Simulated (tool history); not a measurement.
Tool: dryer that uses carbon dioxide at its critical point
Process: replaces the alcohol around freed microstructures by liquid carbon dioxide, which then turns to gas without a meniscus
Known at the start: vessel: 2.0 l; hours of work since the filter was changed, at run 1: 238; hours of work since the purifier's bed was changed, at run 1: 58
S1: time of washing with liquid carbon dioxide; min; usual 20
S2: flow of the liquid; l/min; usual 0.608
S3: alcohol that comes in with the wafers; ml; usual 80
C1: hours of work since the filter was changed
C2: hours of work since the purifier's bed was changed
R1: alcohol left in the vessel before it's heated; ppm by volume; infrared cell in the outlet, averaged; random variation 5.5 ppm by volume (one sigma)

| run | day | S1 | S2 | S3 | C1 | C2 | R1 |
|---|---|---|---|---|---|---|---|
| 1 | 0.000 | 20 | 0.608 | 80 | 238 | 58 | 341 |
|  | 0.496 | inlet filter changed |
| 2 | 0.554 | 20 | 0.608 | 80 | 0 | 62 | 159 |
| 3 | 0.917 | 20 | 0.608 | 115 | 3 | 65 | 227 |
| 4 | 1.438 | 20 | 0.489 | 115 | 8 | 69 | 658 |
| 5 | 1.908 | 20 | 0.489 | 115 | 12 | 73 | 689 |
| 6 | 2.171 | 20 | 0.608 | 30 | 14 | 75 | 75 |
| 7 | 2.504 | 16 | 0.775 | 94 | 17 | 78 | 184 |
| 8 | 2.912 | 16 | 0.775 | 94 | 20 | 82 | 197 |

Run 9 comes next. What will it give?
| 9 | 3.296 | 20 | 0.608 | 24 | 23 | 85 | ? |

{"run 9": {"R1": 53}}
Without the tool's hidden state the same run would have given R1 46 ppm by volume.
